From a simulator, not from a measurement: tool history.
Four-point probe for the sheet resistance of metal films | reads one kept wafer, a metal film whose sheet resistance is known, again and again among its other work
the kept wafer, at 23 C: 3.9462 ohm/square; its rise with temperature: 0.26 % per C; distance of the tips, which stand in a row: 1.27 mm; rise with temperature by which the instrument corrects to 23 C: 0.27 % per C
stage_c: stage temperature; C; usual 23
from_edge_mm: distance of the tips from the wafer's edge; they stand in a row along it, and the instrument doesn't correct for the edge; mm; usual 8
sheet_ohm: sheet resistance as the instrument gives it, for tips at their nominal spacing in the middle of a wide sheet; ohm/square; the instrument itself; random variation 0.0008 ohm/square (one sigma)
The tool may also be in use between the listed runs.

run,hour,stage_c,from_edge_mm,sheet_ohm
1,0,23,8,4.01577
2,13,19,8,4.015496
3,25.1,19,8,4.017266
4,38.9,19,8,4.016315
5,52.9,29,8,4.012647
6,71.6,29,8,4.013833
7,81.8,30,8,4.011747
8,93.1,30,8,4.01287
9,100.9,30,8,4.012574
10,111.5,30,8,4.014618
11,122.7,30,8,4.013636
12,140.7,30,6,4.053022
13,151.5,30,6,4.054122
14,167,30,6,4.053172
15,186.4,23,8,4.017071
16,202.1,23,4,4.167235
17,215,23,4,4.166858
18,223.8,23,4,4.167657
19,235.6,28,4,4.164862
20,250.6,29,8,4.014753
21,260.3,29,8,4.014897
22,270.8,23,8,4.016249
23,283,34,32,3.963562
24,293.3,21,8,4.017064
25,306.8,31,20,3.97036
26,315,25,8,4.016878
27,329.5,23,4,4.169351
28,344.2,23,34,3.966685
29,353.9,27,8,4.015831
30,371.9,21,4,4.168175
31,385.1,23,9,4.005472
32,397.7,23,9,4.00572
33,416.2,23,9,4.007068
34,431.5,26,8,4.017144
35,440.2,21,27,3.971162
36,451.3,21,27,3.969936
37,469.3,21,27,3.969307
38,480.4,21,34,3.969109
39,490.2,32,9,4.003057
40,507.8,23,6,4.058421
41,525.2,23,6,4.059575
42,534.9,23,6,4.057804
43,545.6,23,61,3.967914
44,562.7,23,61,3.967304

Some steps in sheet_ohm between neighbouring runs. How much of each would the tool show without its hidden state too (settings, what came in, random variation), and how much is left for the hidden state, with any gauge scatter that isn't in both results?
The hidden state here: inner tips' distance over the nominal, %; tips' flats over new ones', %; wafer's true temperature over the reading, C; drift of the gauge itself on sheet_ohm, %.
Run 26 -> 27: stage_c 25 -> 23, from_edge_mm 8 -> 4. sheet_ohm +0.152473 ohm/square: hidden state +0.000756, all else +0.151717.
Run 27 -> 28: from_edge_mm 4 -> 34. sheet_ohm -0.202666 ohm/square: hidden state -0.000738, all else -0.201928.
Run 29 -> 30: stage_c 27 -> 21, from_edge_mm 8 -> 4. sheet_ohm +0.152344 ohm/square: hidden state +0.000815, all else +0.151529.
Run 30 -> 31: stage_c 21 -> 23, from_edge_mm 4 -> 9. sheet_ohm -0.162703 ohm/square: hidden state -0.000593, all else -0.16211.
